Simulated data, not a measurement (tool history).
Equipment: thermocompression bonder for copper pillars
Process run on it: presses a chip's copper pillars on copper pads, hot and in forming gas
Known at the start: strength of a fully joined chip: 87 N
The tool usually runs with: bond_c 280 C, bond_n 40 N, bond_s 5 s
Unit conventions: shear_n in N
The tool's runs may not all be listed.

Run 1, hour 0: usual settings. Result: shear_n 47.8 N.
Run 2, hour 17.5: usual settings but bond_c 250 C. Result: shear_n 30.1 N.
Run 3, hour 34.1: usual settings. Result: shear_n 46.8 N.
Run 4, hour 45.9: usual settings but bond_c 262 C. Result: shear_n 36.7 N.
Run 5, hour 61.9: usual settings but bond_c 262 C. Result: shear_n 36.2 N.
Run 6, hour 78.5: usual settings but bond_c 258 C. Result: shear_n 35.2 N.
Run 7, hour 89.6: usual settings but bond_c 258 C. Result: shear_n 34.1 N.
Run 8, hour 101.5: usual settings but bond_c 297 C. Result: shear_n 58.4 N.
Run 9, hour 116.6: usual settings but bond_n 49 N. Result: shear_n 53.4 N.
Run 10, hour 134.6: usual settings but bond_n 49 N. Result: shear_n 54.4 N.
Run 11, hour 144.1: usual settings. Result: shear_n 47.3 N.
Run 12, hour 153.8: usual settings but bond_s 13 s. Result: shear_n 61.3 N.
Run 13, hour 161.5: usual settings but bond_s 13 s. Result: shear_n 62.6 N.
Run 14, hour 172.2: usual settings but bond_s 13 s. Result: shear_n 61.5 N.
Run 15, hour 182.4: usual settings but bond_s 13 s. Result: shear_n 61.6 N.
Run 16, hour 200.3: usual settings but bond_n 32 N. Result: shear_n 40.4 N.
Run 17, hour 217.7: usual settings but bond_n 32 N. Result: shear_n 40.7 N.
Run 18, hour 227.9: usual settings but bond_n 32 N. Result: shear_n 38.8 N.
Run 19, hour 237.7: usual settings but bond_c 259 C, bond_n 28 N, bond_s 4 s. Result: shear_n 23.6 N.
Run 20, hour 246.3: usual settings but bond_c 286 C. Result: shear_n 51.1 N.
Run 21, hour 256.9: usual settings but bond_c 286 C. Result: shear_n 50.7 N.
Run 22, hour 273.1: usual settings but bond_c 286 C. Result: shear_n 51.5 N.
Run 23, hour 289.9: usual settings but bond_c 286 C. Result: shear_n 50.8 N.
Run 24, hour 298.1: usual settings but bond_c 286 C, bond_n 49 N. Result: shear_n 56.9 N.
Run 25, hour 309.6: usual settings but bond_c 310 C, bond_n 32 N, bond_s 10 s. Result: shear_n 68.5 N.
Run 26, hour 323: usual settings but bond_c 289 C, bond_n 26 N, bond_s 14 s. Result: shear_n 55.1 N.
Run 27, hour 339.4: usual settings but bond_c 306 C, bond_n 26 N, bond_s 12 s. Result: shear_n 61.7 N.
Run 28, hour 350.4: usual settings but bond_c 306 C, bond_n 26 N, bond_s 12 s. Result: shear_n 61.4 N.
Run 29, hour 359.8: usual settings but bond_c 305 C, bond_n 39 N, bond_s 12 s. Result: shear_n 71.9 N.
Run 30, hour 367.9: usual settings but bond_n 45 N, bond_s 11 s. Result: shear_n 61.6 N.
Run 31, hour 379.5: usual settings but bond_n 45 N, bond_s 11 s. Result: shear_n 61.3 N.
Run 32, hour 392.2: usual settings but bond_c 264 C, bond_n 31 N. Result: shear_n 30.6 N.

3 ways to go on from here, each from the tool as it stands after run 32. What would each give?
Run A, hour 406.1: usual settings but bond_c 264 C, bond_n 57 N, bond_s 15 s. Result: shear_n ?.
Run B, hour 406.1: usual settings but bond_n 39 N. Result: shear_n ?.
Run C, hour 406.1: usual settings but bond_c 264 C, bond_n 26 N, bond_s 9 s. Result: shear_n ?.

run  shear_n
  A     63.5
  B     43.9
  C     32.2
The same runs, with their run-to-run variation unchanged, on a tool lacking any hidden condition would have given:
run  shear_n
  A     67.2
  B     46.9
  C     34.7
